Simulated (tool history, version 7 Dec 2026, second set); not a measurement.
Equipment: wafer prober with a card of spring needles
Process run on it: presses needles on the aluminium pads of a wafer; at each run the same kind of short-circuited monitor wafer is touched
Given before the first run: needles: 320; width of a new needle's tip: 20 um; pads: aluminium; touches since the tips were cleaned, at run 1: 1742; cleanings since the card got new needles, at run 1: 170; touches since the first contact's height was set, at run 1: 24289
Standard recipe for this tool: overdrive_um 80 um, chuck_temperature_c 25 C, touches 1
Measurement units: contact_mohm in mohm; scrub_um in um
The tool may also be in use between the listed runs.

run	hour	overdrive_um	chuck_temperature_c	touches	touches since the tips were cleaned	cleanings since the card got new needles	touches since the first contact's height was set	contact_mohm	scrub_um
1	0	80	25	1	1742	170	24289	144	14.08
# hour 5: tips cleaned on abrasive film
# hour 13.2: tips cleaned on abrasive film
# hour 21.4: tips cleaned on abrasive film
2	24.8	80	25	1	2648	173	43221	139	14.08
# hour 28.1: tips cleaned on abrasive film
# hour 36.3: tips cleaned on abrasive film
# hour 44.6: tips cleaned on abrasive film
# hour 52.8: tips cleaned on abrasive film
# hour 61: tips cleaned on abrasive film
# hour 69.2: tips cleaned on abrasive film
3	73.5	80	25	1	3379	179	80412	140	14.05
# hour 76.9: tips cleaned on abrasive film
# hour 85.1: tips cleaned on abrasive film
# hour 93.3: tips cleaned on abrasive film
# hour 101.5: tips cleaned on abrasive film
# hour 109.7: tips cleaned on abrasive film
# hour 117.9: tips cleaned on abrasive film
# hour 126.1: tips cleaned on abrasive film
4	126.3	80	25	1	141	186	120635	142	14.04
# hour 132.9: tips cleaned on abrasive film
# hour 141.1: tips cleaned on abrasive film
# hour 147.7: tips cleaned on abrasive film
# hour 155.9: tips cleaned on abrasive film
5	157	80	25	1	893	190	144077	141	14.07
# hour 163.6: tips cleaned on abrasive film
# hour 170.2: tips cleaned on abrasive film
# hour 178.4: tips cleaned on abrasive film
# hour 185: tips cleaned on abrasive film
# hour 193.2: tips cleaned on abrasive film
# hour 201.4: tips cleaned on abrasive film
6	207.1	80	25	1	4386	196	182283	142	14.14
# hour 208.8: tips cleaned on abrasive film
# hour 217: tips cleaned on abrasive film
# hour 225.2: tips cleaned on abrasive film
7	229.3	80	25	1	3121	199	199183	142	13.94
# hour 232.6: tips cleaned on abrasive film
# hour 239.2: tips cleaned on abrasive film
# hour 247.4: tips cleaned on abrasive film
# hour 255.6: tips cleaned on abrasive film
# hour 263.8: tips cleaned on abrasive film
8	270.1	80	25	1	4850	204	230339	140	14.02
# hour 271.8: tips cleaned on abrasive film
# hour 278.4: tips cleaned on abrasive film
# hour 286.6: tips cleaned on abrasive film
# hour 291.8: height of the first contact set anew
# hour 295.1: tips cleaned on abrasive film
# hour 303.3: tips cleaned on abrasive film
9	304.8	80	40	1	1121	209	9889	142	13.91
# hour 311.4: tips cleaned on abrasive film
# hour 319.6: tips cleaned on abrasive film
# hour 327.8: tips cleaned on abrasive film
# hour 336: tips cleaned on abrasive film
10	339.1	96	40	1	2408	213	36095	143	16.76
# hour 344.1: tips cleaned on abrasive film
# hour 350.6: tips cleaned on abrasive film
# hour 358.9: tips cleaned on abrasive film
# hour 367.1: tips cleaned on abrasive film
11	372.8	96	39	2	4428	217	61817	143	16.76
# hour 374.5: tips cleaned on abrasive film
# hour 382.7: tips cleaned on abrasive film
# hour 390.9: tips cleaned on abrasive film
# hour 397.5: tips cleaned on abrasive film
# hour 405.7: tips cleaned on abrasive film
12	407.3	96	39	2	1262	222	88131	144	16.85
# hour 412.3: tips cleaned on abrasive film
# hour 420.5: tips cleaned on abrasive film
# hour 428.7: tips cleaned on abrasive film
# hour 436.9: tips cleaned on abrasive film
# hour 445.1: tips cleaned on abrasive film
# hour 451.7: tips cleaned on abrasive film
# hour 459.7: tips cleaned on abrasive film
13	459.7	66	25	2	0	229	128015	142	11.47
# hour 467.9: tips cleaned on abrasive film
# hour 476.1: tips cleaned on abrasive film
# hour 488.1: card fitted with new needles
# hour 496.3: tips cleaned on abrasive film
# hour 504.5: tips cleaned on abrasive film
# hour 512.7: tips cleaned on abrasive film
14	514.5	66	25	2	1392	3	20180	138	11.42
# hour 519.5: tips cleaned on abrasive film
# hour 526: tips cleaned on abrasive film
# hour 534.3: tips cleaned on abrasive film
# hour 542.5: tips cleaned on abrasive film
15	548.7	66	48	2	4828	7	46298	148	11.48
# hour 550.4: tips cleaned on abrasive film
# hour 558.6: tips cleaned on abrasive film
# hour 566.8: tips cleaned on abrasive film
# hour 575.1: tips cleaned on abrasive film
# hour 583.3: tips cleaned on abrasive film
# hour 589.8: tips cleaned on abrasive film
# hour 596.4: tips cleaned on abrasive film
16	599.8	67	105	2	2590	14	85214	159	11.63
# hour 603.1: tips cleaned on abrasive film
# hour 611.3: tips cleaned on abrasive film
# hour 617.9: tips cleaned on abrasive film
# hour 626.1: tips cleaned on abrasive film
# hour 634.3: tips cleaned on abrasive film
# hour 642.5: tips cleaned on abrasive film
17	644.6	75	41	3	1594	20	119381	141	13.11
# hour 649.6: tips cleaned on abrasive film
# hour 657.8: tips cleaned on abrasive film
# hour 666: tips cleaned on abrasive film
# hour 674.2: tips cleaned on abrasive film
18	674.6	73	25	2	328	24	142254	144	12.72
# hour 681.2: tips cleaned on abrasive film
# hour 687.8: tips cleaned on abrasive film
# hour 696: tips cleaned on abrasive film
19	698.8	73	41	1	2178	27	160716	146	12.64

Below are 5 alternative next runs, each starting from the tool's condition after run 19. Predict each:
# hour 703.8: tips cleaned on abrasive film
# hour 712: tips cleaned on abrasive film
# hour 720.2: tips cleaned on abrasive film
# hour 726.8: tips cleaned on abrasive film
# hour 735: tips cleaned on abrasive film
# hour 742.9: tips cleaned on abrasive film
A	742.9	75	41	1	0	33	194344	?	?
# hour 703.8: tips cleaned on abrasive film
# hour 712: tips cleaned on abrasive film
# hour 720.2: tips cleaned on abrasive film
# hour 726.8: tips cleaned on abrasive film
# hour 735: tips cleaned on abrasive film
# hour 742.9: tips cleaned on abrasive film
B	742.9	73	41	1	0	33	194344	?	?
# hour 703.8: tips cleaned on abrasive film
# hour 712: tips cleaned on abrasive film
# hour 720.2: tips cleaned on abrasive film
# hour 726.8: tips cleaned on abrasive film
# hour 735: tips cleaned on abrasive film
# hour 742.9: tips cleaned on abrasive film
C	742.9	80	25	1	0	33	194344	?	?
# hour 703.8: tips cleaned on abrasive film
# hour 712: tips cleaned on abrasive film
# hour 720.2: tips cleaned on abrasive film
# hour 726.8: tips cleaned on abrasive film
# hour 735: tips cleaned on abrasive film
# hour 742.9: tips cleaned on abrasive film
D	742.9	80	68	1	0	33	194344	?	?
# hour 703.8: tips cleaned on abrasive film
# hour 712: tips cleaned on abrasive film
# hour 720.2: tips cleaned on abrasive film
# hour 726.8: tips cleaned on abrasive film
# hour 735: tips cleaned on abrasive film
# hour 742.9: tips cleaned on abrasive film
E	742.9	67	25	3	0	33	194344	?	?

run	contact_mohm	scrub_um
A	142	12.97
B	145	12.7
C	143	13.89
D	149	13.88
E	144	11.59
With no hidden state in the tool, these same runs would have given:
run	contact_mohm	scrub_um
A	142	13.15
B	145	12.87
C	143	14.08
D	149	14.08
E	144	11.75

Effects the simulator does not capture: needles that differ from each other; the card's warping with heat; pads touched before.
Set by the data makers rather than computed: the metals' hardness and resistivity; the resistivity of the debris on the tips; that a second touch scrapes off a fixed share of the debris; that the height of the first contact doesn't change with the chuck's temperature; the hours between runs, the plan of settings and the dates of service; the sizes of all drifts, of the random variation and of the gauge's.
